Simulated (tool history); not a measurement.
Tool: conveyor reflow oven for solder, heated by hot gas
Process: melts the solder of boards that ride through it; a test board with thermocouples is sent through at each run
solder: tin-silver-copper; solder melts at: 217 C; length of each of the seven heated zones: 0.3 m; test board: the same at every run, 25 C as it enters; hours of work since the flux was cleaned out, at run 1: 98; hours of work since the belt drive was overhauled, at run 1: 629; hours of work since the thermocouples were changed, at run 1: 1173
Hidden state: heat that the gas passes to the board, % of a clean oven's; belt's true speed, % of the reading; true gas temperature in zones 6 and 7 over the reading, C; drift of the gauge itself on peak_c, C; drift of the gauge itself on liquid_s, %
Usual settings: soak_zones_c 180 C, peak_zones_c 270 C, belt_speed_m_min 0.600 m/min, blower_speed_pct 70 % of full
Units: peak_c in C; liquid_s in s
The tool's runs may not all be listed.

run,hour,soak_zones_c,peak_zones_c,belt_speed_m_min,blower_speed_pct,hours of work since the flux was cleaned out,hours of work since the belt drive was overhauled,hours of work since the thermocouples were changed,peak_c,liquid_s
1,0.0,180,270,0.600,70,98,629,1173,254.3,47.61
2,66.2,180,270,0.600,70,138,669,1213,254.2,47.37
# hour 99.0: flux residue cleaned out of gas plates and filters
3,107.0,180,270,0.600,70,5,691,1234,255.2,48.08
4,174.8,180,270,0.600,60,46,732,1276,251.5,45.38
5,240.9,180,270,0.600,64,86,772,1316,252.8,46.51
6,278.4,180,270,0.600,52,109,795,1338,247.8,42.18
7,332.9,180,270,0.600,70,142,828,1371,254.4,47.65
# hour 359.5: flux residue cleaned out of gas plates and filters
# hour 388.0: thermocouples of zones 6 and 7 changed
8,392.0,180,270,0.587,70,18,859,2,253.8,48.77
9,422.6,180,270,0.587,70,37,878,21,253.8,48.59
10,464.1,180,270,0.600,71,62,903,46,253.2,47.21
11,507.7,180,270,0.600,70,88,929,72,252.8,46.75
12,541.7,168,270,0.600,70,109,950,93,250.3,42.02
# hour 559.0: belt drive overhauled, speed set with a stopwatch
13,587.9,168,270,0.600,70,135,18,119,249.8,41.38
# hour 624.0: flux residue cleaned out of gas plates and filters
14,645.6,180,270,0.600,70,13,49,150,253.1,46.70
15,708.6,180,264,0.600,70,51,87,189,247.9,43.77
16,766.1,180,264,0.600,70,86,122,223,247.6,43.65
17,808.5,180,264,0.600,70,112,148,249,247.7,43.47
18,856.4,179,282,0.535,55,141,177,278,261.0,56.18
# hour 883.0: flux residue cleaned out of gas plates and filters
19,893.5,179,269,0.711,72,6,196,297,247.0,35.21
20,933.8,179,269,0.711,72,31,221,322,247.1,35.07
21,963.6,180,270,0.563,70,49,239,340,255.0,51.31
22,993.8,180,275,0.636,70,67,257,358,255.2,44.79
23,1053.1,180,275,0.636,70,103,293,394,254.8,44.64
24,1097.6,178,272,0.594,70,130,320,421,254.3,47.13
25,1130.6,178,272,0.594,70,150,340,441,254.1,47.15
# hour 1141.6: flux residue cleaned out of gas plates and filters
26,1174.6,169,270,0.600,56,20,363,465,245.9,38.25
27,1241.1,169,270,0.600,56,60,404,505,245.8,37.91
28,1283.2,171,278,0.600,64,86,429,530,255.9,45.40
29,1312.8,171,278,0.600,64,104,447,548,255.7,45.29

4 ways to go on from here, each from the tool as it stands after run 29. What would each give?
A,1366.3,171,278,0.699,64,136,479,580,?,?
B,1366.3,172,273,0.505,64,136,479,580,?,?
C,1366.3,182,258,0.539,70,136,479,580,?,?
D,1366.3,171,260,0.685,64,136,479,580,?,?

run,peak_c,liquid_s
A,249.3,34.46
B,257.7,56.40
C,246.3,49.33
D,236.1,26.19
Without the tool's hidden state the same runs would have given:
run,peak_c,liquid_s
A,250.0,34.84
B,258.1,56.48
C,246.6,49.54
D,236.8,26.77
